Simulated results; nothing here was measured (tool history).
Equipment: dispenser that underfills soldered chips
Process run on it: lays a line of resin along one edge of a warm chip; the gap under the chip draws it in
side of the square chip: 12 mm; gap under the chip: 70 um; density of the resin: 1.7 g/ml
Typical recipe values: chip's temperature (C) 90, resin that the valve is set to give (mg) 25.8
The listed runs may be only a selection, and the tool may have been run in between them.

run   hour  chip's temperature (C)  resin that the valve is set to give (mg)  time until the resin shows at the far edge (s)  resin that the valve gave (mg)
  1      0                      90                                      25.8                                              72                           25.52
  2    8.7                      90                                      27.3                                           105.2                           27.05
  3   25.2                      90                                      27.3                                            86.7                           26.75
  4   34.7                      90                                      25.8                                           135.3                           24.99
  5   47.4                      90                                      25.8                                            95.7                           25.21
  6   62.8                      90                                      25.8                                            73.4                           25.18
  7   79.4                      90                                      25.8                                            63.7                           25.11
  8   92.4                      80                                      25.8                                           171.3                           24.73
  9  105.8                      80                                      25.8                                           127.3                           24.72
 10  123.4                      80                                      25.8                                           103.9                           25.74
 11  131.6                      85                                      25.8                                           120.1                            25.7
 12  145.6                      85                                      25.8                                            92.9                           25.43
 13  155.2                      86                                      25.8                                           137.4                           25.66
 14  164.8                      86                                      25.8                                            81.8                           25.39
 15  174.2                      97                                      33.4                                            77.8                           32.78
 16  186.8                     101                                      30.9                                            46.6                           30.12
 17  194.2                      89                                      26.9                                           102.9                           26.19
 18  202.5                      85                                      28.2                                             175                           27.46
 19  214.2                      97                                      30.7                                            71.1                           29.92
 20  228.4                      97                                      30.7                                            52.2                           29.69
 21    243                      97                                      30.7                                           100.4                           29.68
 22    256                      83                                      30.7                                             125                           29.38
 23  270.5                      83                                      30.7                                            87.9                           30.61
 24  284.4                      83                                      30.7                                           169.3                            30.6
 25  293.6                      83                                      30.7                                           100.5                           30.22
 26  305.9                      83                                      29.5                                           177.6                           29.03
 27  321.9                      85                                        26                                           132.8                           25.76
 28  336.9                      85                                        26                                           104.5                           25.65

The log once held 18 entries between its listed runs, left out of this copy. Where does each go, and what is different about the tool's unlogged condition between the listed run before it and the listed run after it?
In the gap between runs 2 and 3: new syringe of resin (hour 17.8)
  resin's viscosity, % of fresh resin's: 167.1 -> 137.8; dose that the valve gives, % of what is set: 98.72 -> 98.25; true chip temperature over the reading, C: 1.83 -> 1.91
  what was measured, less what the result would be without the hidden state, time until the resin shows at the far edge (s): +37.4 -> +18.9; resin that the valve gave (mg): -0.35 -> -0.48
In the gap between runs 4 and 5: new syringe of resin (hour 37.9)
  resin's viscosity, % of fresh resin's: 211.5 -> 153.6; dose that the valve gives, % of what is set: 97.94 -> 97.59; true chip temperature over the reading, C: 1.96 -> 2.02
  what was measured, less what the result would be without the hidden state, time until the resin shows at the far edge (s): +66.1 -> +28.5; resin that the valve gave (mg): -0.52 -> -0.62
In the gap between runs 5 and 6: new syringe of resin (hour 59.2)
  resin's viscosity, % of fresh resin's: 153.6 -> 116.2; dose that the valve gives, % of what is set: 97.59 -> 97.19; true chip temperature over the reading, C: 2.02 -> 2.08
  what was measured, less what the result would be without the hidden state, time until the resin shows at the far edge (s): +28.5 -> +5.1; resin that the valve gave (mg): -0.62 -> -0.73
In the gap between runs 6 and 7: new syringe of resin (hour 79.4)
  resin's viscosity, % of fresh resin's: 116.2 -> 100.4; dose that the valve gives, % of what is set: 97.19 -> 96.74; true chip temperature over the reading, C: 2.08 -> 2.16
  what was measured, less what the result would be without the hidden state, time until the resin shows at the far edge (s): +5.1 -> -5.2; resin that the valve gave (mg): -0.73 -> -0.84
In the gap between runs 8 and 9: new syringe of resin (hour 99.7)
  resin's viscosity, % of fresh resin's: 180 -> 131.5; dose that the valve gives, % of what is set: 96.37 -> 95.98; true chip temperature over the reading, C: 2.21 -> 2.27
  what was measured, less what the result would be without the hidden state, time until the resin shows at the far edge (s): +67.3 -> +21.4; resin that the valve gave (mg): -0.93 -> -1.03
In the gap between runs 9 and 10: dispensing valve cleaned and set on the balance (hour 114.4); new syringe of resin (hour 121.3)
  resin's viscosity, % of fresh resin's: 131.5 -> 109.6; dose that the valve gives, % of what is set: 95.98 -> 99.69; true chip temperature over the reading, C: 2.27 -> 2.35
  what was measured, less what the result would be without the hidden state, time until the resin shows at the far edge (s): +21.4 -> -0.8; resin that the valve gave (mg): -1.03 -> -0.08
In the gap between runs 11 and 12: new syringe of resin (hour 141.6)
  resin's viscosity, % of fresh resin's: 158.2 -> 121.8; dose that the valve gives, % of what is set: 99.43 -> 99.03; true chip temperature over the reading, C: 2.39 -> 2.45
  what was measured, less what the result would be without the hidden state, time until the resin shows at the far edge (s): +36.3 -> +8.6; resin that the valve gave (mg): -0.15 -> -0.25
In the gap between runs 13 and 14: new syringe of resin (hour 162.4)
  resin's viscosity, % of fresh resin's: 187.5 -> 112.5; dose that the valve gives, % of what is set: 98.74 -> 98.47; true chip temperature over the reading, C: 2.5 -> 2.54
  what was measured, less what the result would be without the hidden state, time until the resin shows at the far edge (s): +56.3 -> +1.3; resin that the valve gave (mg): -0.33 -> -0.39
In the gap between runs 15 and 16: new syringe of resin (hour 183.3)
  resin's viscosity, % of fresh resin's: 171.8 -> 115.6; dose that the valve gives, % of what is set: 98.21 -> 97.84; true chip temperature over the reading, C: 2.58 -> 2.64
  what was measured, less what the result would be without the hidden state, time until the resin shows at the far edge (s): +28 -> +2.1; resin that the valve gave (mg): -0.59 -> -0.66
In the gap between runs 18 and 19: new syringe of resin (hour 204.4)
  resin's viscosity, % of fresh resin's: 233.8 -> 155.1; dose that the valve gives, % of what is set: 97.37 -> 97.02; true chip temperature over the reading, C: 2.71 -> 2.76
  what was measured, less what the result would be without the hidden state, time until the resin shows at the far edge (s): +91.3 -> +20.2; resin that the valve gave (mg): -0.74 -> -0.92
In the gap between runs 19 and 20: new syringe of resin (hour 225.5)
  resin's viscosity, % of fresh resin's: 155.1 -> 114.3; dose that the valve gives, % of what is set: 97.02 -> 96.63; true chip temperature over the reading, C: 2.76 -> 2.83
  what was measured, less what the result would be without the hidden state, time until the resin shows at the far edge (s): +20.2 -> +1.4; resin that the valve gave (mg): -0.92 -> -1.03
In the gap between runs 21 and 22: new syringe of resin (hour 246)
  resin's viscosity, % of fresh resin's: 220.3 -> 158.5; dose that the valve gives, % of what is set: 96.21 -> 95.86; true chip temperature over the reading, C: 2.89 -> 2.95
  what was measured, less what the result would be without the hidden state, time until the resin shows at the far edge (s): +49.8 -> +36; resin that the valve gave (mg): -1.17 -> -1.27
In the gap between runs 22 and 23: dispensing valve cleaned and set on the balance (hour 266.3); new syringe of resin (hour 268)
  resin's viscosity, % of fresh resin's: 158.5 -> 113.6; dose that the valve gives, % of what is set: 95.86 -> 99.91; true chip temperature over the reading, C: 2.95 -> 3.01
  what was measured, less what the result would be without the hidden state, time until the resin shows at the far edge (s): +36 -> +0.2; resin that the valve gave (mg): -1.27 -> -0.03
In the gap between runs 24 and 25: new syringe of resin (hour 288.1)
  resin's viscosity, % of fresh resin's: 213.1 -> 127.4; dose that the valve gives, % of what is set: 99.53 -> 99.28; true chip temperature over the reading, C: 3.07 -> 3.11
  what was measured, less what the result would be without the hidden state, time until the resin shows at the far edge (s): +79 -> +10.7; resin that the valve gave (mg): -0.14 -> -0.22
In the gap between runs 26 and 27: new syringe of resin (hour 308.7)
  resin's viscosity, % of fresh resin's: 222.2 -> 180.7; dose that the valve gives, % of what is set: 98.95 -> 98.5; true chip temperature over the reading, C: 3.17 -> 3.25
  what was measured, less what the result would be without the hidden state, time until the resin shows at the far edge (s): +86.2 -> +49; resin that the valve gave (mg): -0.3 -> -0.39
In the gap between runs 27 and 28: new syringe of resin (hour 328.9)
  resin's viscosity, % of fresh resin's: 180.7 -> 142.4; dose that the valve gives, % of what is set: 98.5 -> 98.12; true chip temperature over the reading, C: 3.25 -> 3.32
  what was measured, less what the result would be without the hidden state, time until the resin shows at the far edge (s): +49 -> +20.5; resin that the valve gave (mg): -0.39 -> -0.49
